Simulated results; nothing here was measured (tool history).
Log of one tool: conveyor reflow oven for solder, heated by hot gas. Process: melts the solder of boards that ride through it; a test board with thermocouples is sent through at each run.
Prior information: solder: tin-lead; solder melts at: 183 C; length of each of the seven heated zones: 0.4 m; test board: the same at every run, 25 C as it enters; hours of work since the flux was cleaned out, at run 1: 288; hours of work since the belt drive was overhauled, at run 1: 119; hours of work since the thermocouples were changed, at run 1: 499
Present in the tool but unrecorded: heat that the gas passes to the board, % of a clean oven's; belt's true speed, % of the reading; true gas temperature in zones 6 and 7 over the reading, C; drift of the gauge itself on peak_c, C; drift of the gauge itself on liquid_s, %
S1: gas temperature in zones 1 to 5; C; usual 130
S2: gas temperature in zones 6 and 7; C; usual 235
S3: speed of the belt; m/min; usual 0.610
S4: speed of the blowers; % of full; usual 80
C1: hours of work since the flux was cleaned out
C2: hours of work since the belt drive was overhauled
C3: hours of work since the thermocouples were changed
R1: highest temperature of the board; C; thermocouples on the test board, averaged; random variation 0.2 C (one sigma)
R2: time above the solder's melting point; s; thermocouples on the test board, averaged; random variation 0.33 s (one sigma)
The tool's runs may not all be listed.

{"run": 1, "hour": 0.0, "S1": 130, "S2": 235, "S3": 0.61, "S4": 80, "C1": 288, "C2": 119, "C3": 499, "R1": 218.8, "R2": 57.8}
{"run": 2, "hour": 19.5, "S1": 130, "S2": 235, "S3": 0.61, "S4": 80, "C1": 303, "C2": 134, "C3": 514, "R1": 218.5, "R2": 57.7}
{"run": 3, "hour": 35.2, "S1": 133, "S2": 235, "S3": 0.61, "S4": 80, "C1": 315, "C2": 146, "C3": 526, "R1": 219.1, "R2": 59.6}
{"run": 4, "hour": 50.0, "S1": 130, "S2": 235, "S3": 0.61, "S4": 80, "C1": 326, "C2": 157, "C3": 537, "R1": 218.6, "R2": 57.5}
{"run": 5, "hour": 59.9, "S1": 130, "S2": 235, "S3": 0.61, "S4": 80, "C1": 334, "C2": 165, "C3": 545, "R1": 218.3, "R2": 57.9}
{"run": 6, "hour": 69.8, "S1": 130, "S2": 235, "S3": 0.61, "S4": 80, "C1": 341, "C2": 172, "C3": 553, "R1": 218.8, "R2": 57.2}
{"run": 7, "hour": 84.8, "S1": 130, "S2": 241, "S3": 0.61, "S4": 80, "C1": 353, "C2": 184, "C3": 564, "R1": 223.6, "R2": 61.3}
{"hour": 111.9, "done": "flux residue cleaned out of gas plates and filters"}
{"run": 8, "hour": 112.4, "S1": 130, "S2": 241, "S3": 0.61, "S4": 81, "C1": 0, "C2": 201, "C3": 581, "R1": 226.1, "R2": 63.0}
{"run": 9, "hour": 126.6, "S1": 130, "S2": 229, "S3": 0.61, "S4": 80, "C1": 11, "C2": 212, "C3": 592, "R1": 215.2, "R2": 54.9}
{"run": 10, "hour": 138.0, "S1": 130, "S2": 229, "S3": 0.61, "S4": 80, "C1": 20, "C2": 221, "C3": 601, "R1": 215.5, "R2": 55.1}
{"run": 11, "hour": 156.6, "S1": 130, "S2": 229, "S3": 0.61, "S4": 80, "C1": 34, "C2": 235, "C3": 615, "R1": 215.0, "R2": 55.0}
{"run": 12, "hour": 177.2, "S1": 130, "S2": 229, "S3": 0.61, "S4": 80, "C1": 50, "C2": 251, "C3": 631, "R1": 215.0, "R2": 54.8}
{"run": 13, "hour": 195.5, "S1": 130, "S2": 229, "S3": 0.61, "S4": 80, "C1": 64, "C2": 265, "C3": 645, "R1": 214.9, "R2": 55.0}
{"run": 14, "hour": 220.1, "S1": 130, "S2": 235, "S3": 0.61, "S4": 80, "C1": 83, "C2": 283, "C3": 664, "R1": 220.0, "R2": 59.3}
{"run": 15, "hour": 241.3, "S1": 130, "S2": 235, "S3": 0.61, "S4": 80, "C1": 99, "C2": 300, "C3": 680, "R1": 220.7, "R2": 59.2}
{"run": 16, "hour": 253.6, "S1": 130, "S2": 235, "S3": 0.61, "S4": 80, "C1": 108, "C2": 309, "C3": 689, "R1": 220.0, "R2": 59.0}
{"run": 17, "hour": 272.0, "S1": 130, "S2": 241, "S3": 0.51, "S4": 76, "C1": 122, "C2": 323, "C3": 703, "R1": 229.9, "R2": 79.6}
{"run": 18, "hour": 294.3, "S1": 140, "S2": 241, "S3": 0.51, "S4": 76, "C1": 140, "C2": 340, "C3": 720, "R1": 230.9, "R2": 84.0}
{"run": 19, "hour": 318.0, "S1": 140, "S2": 235, "S3": 0.61, "S4": 69, "C1": 158, "C2": 358, "C3": 739, "R1": 219.3, "R2": 61.1}
{"run": 20, "hour": 332.8, "S1": 143, "S2": 246, "S3": 0.61, "S4": 68, "C1": 169, "C2": 370, "C3": 750, "R1": 228.6, "R2": 68.6}
{"run": 21, "hour": 348.0, "S1": 143, "S2": 246, "S3": 0.61, "S4": 68, "C1": 181, "C2": 381, "C3": 762, "R1": 228.5, "R2": 69.2}
{"run": 22, "hour": 359.2, "S1": 125, "S2": 223, "S3": 0.519, "S4": 64, "C1": 189, "C2": 390, "C3": 770, "R1": 209.7, "R2": 58.1}
{"run": 23, "hour": 376.5, "S1": 125, "S2": 223, "S3": 0.519, "S4": 64, "C1": 202, "C2": 403, "C3": 783, "R1": 209.7, "R2": 58.1}
{"run": 24, "hour": 393.5, "S1": 139, "S2": 244, "S3": 0.69, "S4": 60, "C1": 215, "C2": 416, "C3": 796, "R1": 218.3, "R2": 52.5}
{"run": 25, "hour": 403.9, "S1": 135, "S2": 248, "S3": 0.61, "S4": 80, "C1": 223, "C2": 424, "C3": 804, "R1": 231.8, "R2": 68.1}
{"run": 26, "hour": 418.5, "S1": 135, "S2": 248, "S3": 0.61, "S4": 80, "C1": 234, "C2": 435, "C3": 815, "R1": 231.8, "R2": 68.0}
{"run": 27, "hour": 440.0, "S1": 140, "S2": 224, "S3": 0.672, "S4": 65, "C1": 251, "C2": 452, "C3": 832, "R1": 205.3, "R2": 42.7}
{"run": 28, "hour": 462.4, "S1": 140, "S2": 224, "S3": 0.672, "S4": 65, "C1": 268, "C2": 469, "C3": 849, "R1": 205.4, "R2": 43.4}
{"run": 29, "hour": 473.4, "S1": 128, "S2": 224, "S3": 0.532, "S4": 74, "C1": 276, "C2": 477, "C3": 857, "R1": 212.4, "R2": 60.5}
{"run": 30, "hour": 486.0, "S1": 128, "S2": 224, "S3": 0.532, "S4": 57, "C1": 286, "C2": 487, "C3": 867, "R1": 208.0, "R2": 55.2}
{"run": 31, "hour": 504.5, "S1": 128, "S2": 224, "S3": 0.532, "S4": 57, "C1": 300, "C2": 501, "C3": 881, "R1": 208.7, "R2": 55.2}

For some of the steps in R1 from one run to the next: how much would appear even if the tool had no hidden state, given the settings, what came in and random variation, and how much remains for the hidden state plus any gauge scatter that the measured result and the result without hidden state don't share?
Run 7 -> 8: S4 80 -> 81, flux residue cleaned out of gas plates and filters. R1 +2.5 C: hidden state +2.1, all else +0.4.
Run 16 -> 17: S2 235 -> 241, S3 0.610 -> 0.510, S4 80 -> 76. R1 +9.9 C: hidden state +0.2, all else +9.7.
Run 21 -> 22: S1 143 -> 125, S2 246 -> 223, S3 0.610 -> 0.519, S4 68 -> 64. R1 -18.8 C: hidden state +0.2, all else -19.0.
Run 23 -> 24: S1 125 -> 139, S2 223 -> 244, S3 0.519 -> 0.690, S4 64 -> 60. R1 +8.6 C: hidden state -0.4, all else +9.0.
Run 24 -> 25: S1 139 -> 135, S2 244 -> 248, S3 0.690 -> 0.610, S4 60 -> 80. R1 +13.5 C: hidden state -0.1, all else +13.6.
Run 26 -> 27: S1 135 -> 140, S2 248 -> 224, S3 0.610 -> 0.672, S4 80 -> 65. R1 -26.5 C: hidden state +0.0, all else -26.5.
